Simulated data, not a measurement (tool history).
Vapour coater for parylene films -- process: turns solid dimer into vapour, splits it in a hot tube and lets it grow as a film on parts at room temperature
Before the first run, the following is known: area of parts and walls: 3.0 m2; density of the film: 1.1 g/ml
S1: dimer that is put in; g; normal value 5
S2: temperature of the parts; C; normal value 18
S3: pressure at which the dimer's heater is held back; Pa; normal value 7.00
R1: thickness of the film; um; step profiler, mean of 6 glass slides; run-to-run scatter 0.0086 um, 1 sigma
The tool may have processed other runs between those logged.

run     day  S1  S2     S3     R1
  1   0.000   5  18   7.00  0.815
  2   0.629   5  18   7.00  0.815
  3   1.154   5  18   7.00  0.800
  4   1.912   5  15   7.00  0.919
  5   2.304   5  15   7.00  0.917
  6   2.921   5  15   7.00  0.914
      3.300  -- trap's valve overhauled
  7   3.412   8  18   7.00  1.360
  8   3.796   8  18   7.00  1.344
  9   4.329   8  18   7.00  1.363
 10   4.858   8  18   7.00  1.363
 11   5.321   4  18   7.00  0.671
 12   5.946   4  18   5.87  0.691
 13   6.338   5  18   3.10  0.916
 14   6.912   7  18   3.10  1.262
 15   7.342   5  18   7.00  0.841
 16   7.971   5  18   7.00  0.839
 17   8.412   5  18   7.00  0.847
 18   8.975   5  18   7.00  0.834
 19   9.550   5  22   7.00  0.720
 20   9.967   5  18   7.00  0.830
 21  10.538   5  18   7.00  0.834
 22  10.892   5  18   3.28  0.887
 23  11.442   5  18   9.67  0.804
 24  12.150   3  18   9.67  0.477
 25  12.600   7  13   2.13  1.550
 26  13.246   5  18   2.88  0.880
 27  13.704   5  24   7.00  0.648
 28  14.275   3  18   2.85  0.530
 29  14.967   2  21   2.88  0.311
 30  15.738   2  21   2.88  0.313
 31  16.358   9  10   7.00  2.045
 32  16.988   9  12  11.59  1.793
 33  17.650   5  18   5.58  0.845
 34  18.379   5  29   7.24  0.548
 35  18.729   5  11   5.52  1.086
 36  19.146   5  27   3.61  0.616
 37  19.546   5  27   3.61  0.613
 38  20.112   5  18   5.80  0.833
 39  20.462   5  18   5.80  0.832
 40  20.800   5  14   5.93  0.963
 41  21.542   5  14   5.93  0.966
 42  22.196   5  23   5.97  0.677
 43  22.612   5  23   5.97  0.691
 44  23.000   5  23   2.64  0.729
 45  23.517   5  14  11.58  0.903
 46  23.992   5  14  11.58  0.892
     24.467  -- trap's valve overhauled
 47  24.821   5  14  11.58  0.963

Each row is a separate what-if for the run after 47, all from the same tool condition, not one after another. Results?
  A  25.246   2  14  11.58   ?
  B  25.246   8  18   2.93   ?
  C  25.246   6  18   7.00   ?

run     R1
  A  0.391
  B  1.486
  C  1.041
Stripped of hidden state, with their random variation kept, the same runs would have yielded:
run     R1
  A  0.395
  B  1.504
  C  1.054
